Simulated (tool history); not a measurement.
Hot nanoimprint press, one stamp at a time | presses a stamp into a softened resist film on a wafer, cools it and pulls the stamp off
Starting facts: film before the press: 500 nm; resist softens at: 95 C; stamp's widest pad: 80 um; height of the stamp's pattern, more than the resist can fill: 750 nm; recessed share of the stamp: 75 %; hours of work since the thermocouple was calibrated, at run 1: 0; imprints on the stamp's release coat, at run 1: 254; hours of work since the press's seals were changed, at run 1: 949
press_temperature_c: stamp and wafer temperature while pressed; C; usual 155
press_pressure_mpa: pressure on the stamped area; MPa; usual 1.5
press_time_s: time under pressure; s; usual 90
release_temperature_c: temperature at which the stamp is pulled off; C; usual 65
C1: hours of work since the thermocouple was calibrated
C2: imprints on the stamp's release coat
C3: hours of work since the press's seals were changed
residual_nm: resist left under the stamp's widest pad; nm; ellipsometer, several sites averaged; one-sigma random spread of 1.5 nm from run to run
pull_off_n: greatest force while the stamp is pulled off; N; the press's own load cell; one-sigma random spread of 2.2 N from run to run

Run 1, hour 0: usual settings; C1 0; C2 254; C3 949. Result: residual_nm 245.9 nm, pull_off_n 107 N.
Run 2, hour 51.1: usual settings but press_pressure_mpa 1.51 MPa; C1 28; C2 392; C3 977. Result: residual_nm 245.9 nm, pull_off_n 108 N.
Run 3, hour 102.1: usual settings but press_pressure_mpa 1.15 MPa; C1 56; C2 529; C3 1005. Result: residual_nm 266.9 nm, pull_off_n 113 N.
At hour 110.3: stamp cleaned and given a new release coat.
Run 4, hour 137: usual settings but press_pressure_mpa 1.15 MPa; C1 72; C2 72; C3 1020. Result: residual_nm 268.4 nm, pull_off_n 102 N.
Run 5, hour 186.6: usual settings but press_pressure_mpa 1.15 MPa; C1 99; C2 206; C3 1047. Result: residual_nm 268.6 nm, pull_off_n 105 N.
Run 6, hour 215.3: usual settings but press_pressure_mpa 1.15 MPa; C1 114; C2 283; C3 1063. Result: residual_nm 270.8 nm, pull_off_n 111 N.
Run 7, hour 253.1: usual settings but press_pressure_mpa 1.15 MPa; C1 135; C2 385; C3 1084. Result: residual_nm 265.7 nm, pull_off_n 105 N.
Run 8, hour 301.7: usual settings but press_pressure_mpa 1.15 MPa; C1 161; C2 516; C3 1110. Result: residual_nm 264.5 nm, pull_off_n 107 N.
At hour 314.8: stamp cleaned and given a new release coat.
Run 9, hour 332.3: usual settings but press_pressure_mpa 1.15 MPa; C1 175; C2 48; C3 1124. Result: residual_nm 267.2 nm, pull_off_n 97 N.
Run 10, hour 355.2: usual settings but press_pressure_mpa 2.12 MPa; C1 187; C2 109; C3 1136. Result: residual_nm 214.8 nm, pull_off_n 99 N.
At hour 361.1: plate thermocouple calibrated.
Run 11, hour 387.6: usual settings but press_pressure_mpa 2.12 MPa; C1 14; C2 189; C3 1152. Result: residual_nm 211.9 nm, pull_off_n 101 N.
Run 12, hour 409.4: usual settings; C1 26; C2 247; C3 1164. Result: residual_nm 239.3 nm, pull_off_n 99 N.
Run 13, hour 437.3: usual settings; C1 42; C2 323; C3 1179. Result: residual_nm 240 nm, pull_off_n 103 N.
Run 14, hour 482.3: usual settings; C1 66; C2 444; C3 1204. Result: residual_nm 241.7 nm, pull_off_n 104 N.
At hour 494.2: press's hydraulic seals changed and the load cell set to zero.
Run 15, hour 518.8: usual settings; C1 82; C2 521; C3 13. Result: residual_nm 225 nm, pull_off_n 116 N.
At hour 529.4: stamp cleaned and given a new release coat.
Run 16, hour 547.8: usual settings but release_temperature_c 55 C; C1 94; C2 50; C3 26. Result: residual_nm 227.2 nm, pull_off_n 113 N.
Run 17, hour 575.4: usual settings but press_pressure_mpa 1.4 MPa, press_time_s 109 s; C1 109; C2 124; C3 41. Result: residual_nm 216.1 nm, pull_off_n 98 N.
At hour 606.6: plate thermocouple calibrated, once more.
Run 18, hour 611.6: usual settings but press_pressure_mpa 1.04 MPa, press_time_s 126 s; C1 3; C2 214; C3 59. Result: residual_nm 246.9 nm, pull_off_n 102 N.
Run 19, hour 653.1: usual settings but press_temperature_c 162 C, press_pressure_mpa 1.51 MPa, press_time_s 126 s; C1 25; C2 326; C3 82. Result: residual_nm 143.1 nm, pull_off_n 103 N.
Run 20, hour 695.5: usual settings but press_temperature_c 154 C, press_pressure_mpa 1.51 MPa, press_time_s 126 s; C1 49; C2 440; C3 105. Result: residual_nm 224.4 nm, pull_off_n 111 N.
Run 21, hour 717: usual settings but press_temperature_c 144 C, press_pressure_mpa 1.12 MPa, press_time_s 103 s, release_temperature_c 57 C; C1 60; C2 498; C3 117. Result: residual_nm 398.1 nm, pull_off_n 134 N.
At hour 738.5: stamp cleaned and given a new release coat.
Run 22, hour 767.7: usual settings but press_pressure_mpa 1.18 MPa, press_time_s 127 s; C1 85; C2 78; C3 141. Result: residual_nm 233.1 nm, pull_off_n 102 N.
Run 23, hour 811.7: usual settings but press_pressure_mpa 1.18 MPa, press_time_s 127 s; C1 109; C2 197; C3 165. Result: residual_nm 233 nm, pull_off_n 108 N.

Run 24 is up next; what results do you expect?
Run 24, hour 849.8: usual settings but press_temperature_c 165 C, press_pressure_mpa 1.18 MPa, press_time_s 110 s; C1 130; C2 300; C3 186. Result: residual_nm ?, pull_off_n ?.

{"run 24": {"residual_nm": 145.8, "pull_off_n": 107}}
Take away the tool's hidden state, keep the run-to-run variation as it was, and the same run would have given residual_nm 144.9 nm, pull_off_n 98 N.

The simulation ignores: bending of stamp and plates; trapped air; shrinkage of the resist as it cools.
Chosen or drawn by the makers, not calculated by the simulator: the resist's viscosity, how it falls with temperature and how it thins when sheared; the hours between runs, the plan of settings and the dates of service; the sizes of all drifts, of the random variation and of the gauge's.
